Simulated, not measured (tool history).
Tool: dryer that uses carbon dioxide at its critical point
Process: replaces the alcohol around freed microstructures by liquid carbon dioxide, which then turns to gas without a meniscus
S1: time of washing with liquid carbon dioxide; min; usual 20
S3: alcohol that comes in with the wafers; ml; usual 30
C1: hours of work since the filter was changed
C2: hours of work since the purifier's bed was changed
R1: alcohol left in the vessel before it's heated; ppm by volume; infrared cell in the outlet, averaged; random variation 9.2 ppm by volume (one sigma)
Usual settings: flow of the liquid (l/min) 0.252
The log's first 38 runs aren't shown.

{"run": 39, "hour": 298.5, "S1": 14, "flow of the liquid (l/min)": 0.215, "S3": 61, "C1": 12, "C2": 279, "R1": 5522}
{"run": 40, "hour": 305.5, "S1": 14, "flow of the liquid (l/min)": 0.215, "S3": 61, "C1": 15, "C2": 282, "R1": 5403}
{"run": 41, "hour": 316.6, "S1": 17, "flow of the liquid (l/min)": 0.252, "S3": 31, "C1": 20, "C2": 287, "R1": 1054}
{"run": 42, "hour": 326.0, "S1": 17, "flow of the liquid (l/min)": 0.178, "S3": 81, "C1": 24, "C2": 291, "R1": 7109}
{"run": 43, "hour": 332.5, "S1": 14, "flow of the liquid (l/min)": 0.263, "S3": 30, "C1": 27, "C2": 294, "R1": 1629}
{"run": 44, "hour": 338.7, "S1": 22, "flow of the liquid (l/min)": 0.263, "S3": 30, "C1": 29, "C2": 297, "R1": 354}
{"run": 45, "hour": 350.2, "S1": 12, "flow of the liquid (l/min)": 0.389, "S3": 30, "C1": 34, "C2": 302, "R1": 840}
{"run": 46, "hour": 360.5, "S1": 16, "flow of the liquid (l/min)": 0.204, "S3": 23, "C1": 39, "C2": 306, "R1": 1754}
{"run": 47, "hour": 368.0, "S1": 16, "flow of the liquid (l/min)": 0.204, "S3": 23, "C1": 42, "C2": 310, "R1": 1776}

Forecast each of these 4 alternatives for the next run:
{"run": "A", "hour": 376.1, "S1": 15, "flow of the liquid (l/min)": 0.252, "S3": 32, "C1": 46, "C2": 313, "R1": "?"}
{"run": "B", "hour": 376.1, "S1": 18, "flow of the liquid (l/min)": 0.351, "S3": 89, "C1": 46, "C2": 313, "R1": "?"}
{"run": "C", "hour": 376.1, "S1": 20, "flow of the liquid (l/min)": 0.309, "S3": 47, "C1": 46, "C2": 313, "R1": "?"}
{"run": "D", "hour": 376.1, "S1": 16, "flow of the liquid (l/min)": 0.369, "S3": 42, "C1": 46, "C2": 313, "R1": "?"}

run=A R1=1667
run=B R1=715
run=C R1=433
run=D R1=496
Without the tool's hidden state the same runs would have given:
run=A R1=1491
run=B R1=581
run=C R1=333
run=D R1=391
